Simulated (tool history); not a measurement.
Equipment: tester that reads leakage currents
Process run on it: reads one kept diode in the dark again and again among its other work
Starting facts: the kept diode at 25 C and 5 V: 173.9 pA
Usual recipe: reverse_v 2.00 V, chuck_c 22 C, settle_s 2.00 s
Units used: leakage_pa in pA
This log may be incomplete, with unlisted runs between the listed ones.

run,hour,reverse_v,chuck_c,settle_s,leakage_pa
1,0.0,2.00,22,2.00,89.37
2,37.6,2.00,22,3.78,89.79
3,108.6,2.00,37,3.78,255.47
4,181.2,2.00,37,3.78,256.37
5,218.7,2.00,22,6.89,91.70
6,282.1,2.00,22,6.89,91.85
7,318.8,2.00,27,6.89,131.98
8,366.2,2.00,27,6.89,132.28
9,424.3,2.00,41,2.00,340.16
10,488.7,2.00,41,2.00,340.13
11,535.8,2.00,41,2.00,344.35
12,605.3,2.00,41,2.00,345.54
13,675.7,2.00,41,2.00,346.42
14,745.6,2.00,41,2.00,349.87
15,783.5,5.71,22,2.00,175.30
16,819.4,2.00,22,2.00,98.01
17,863.7,2.00,22,2.00,97.80
18,921.2,2.00,34,2.00,223.71
19,981.3,2.00,22,2.67,98.97
20,1042.8,1.30,20,1.95,68.09
21,1109.8,2.00,22,0.38,101.13
22,1180.4,3.47,22,1.95,137.83
23,1219.1,2.00,26,0.51,134.64
24,1260.9,2.00,47,0.51,529.06
25,1314.7,1.90,42,7.94,378.63
26,1351.4,1.90,42,7.94,380.97
27,1402.5,1.90,42,7.94,378.78
28,1447.5,6.70,26,7.94,269.15
29,1480.8,6.70,26,7.94,272.64
30,1543.7,6.70,46,0.80,988.94
31,1594.4,6.70,24,2.08,239.67
32,1630.6,6.70,54,2.08,1608.93
33,1669.7,6.70,54,2.08,1606.08
34,1741.0,6.70,54,2.08,1610.70
35,1805.1,6.70,54,2.08,1625.52
36,1862.9,1.15,40,0.44,264.97
37,1935.4,1.15,40,0.44,266.01

Alternative continuations, all from the tool just after run 37; predict every row:
# hour 1965.7: chuck's temperature calibrated
A,1973.5,2.00,33,0.34,?
# hour 1965.7: chuck's temperature calibrated
B,1973.5,1.20,25,0.42,?
# hour 1965.7: chuck's temperature calibrated
C,1973.5,1.04,40,0.44,?
# hour 1965.7: chuck's temperature calibrated
D,1973.5,1.15,50,1.22,?
# hour 1965.7: chuck's temperature calibrated
E,1973.5,8.35,40,0.44,?

run,leakage_pa
A,194.37
B,84.85
C,213.67
D,422.65
E,673.93
With the hidden condition removed and each run's random variation left untouched, the same runs would have given:
run,leakage_pa
A,186.01
B,80.42
C,207.24
D,412.15
E,641.82
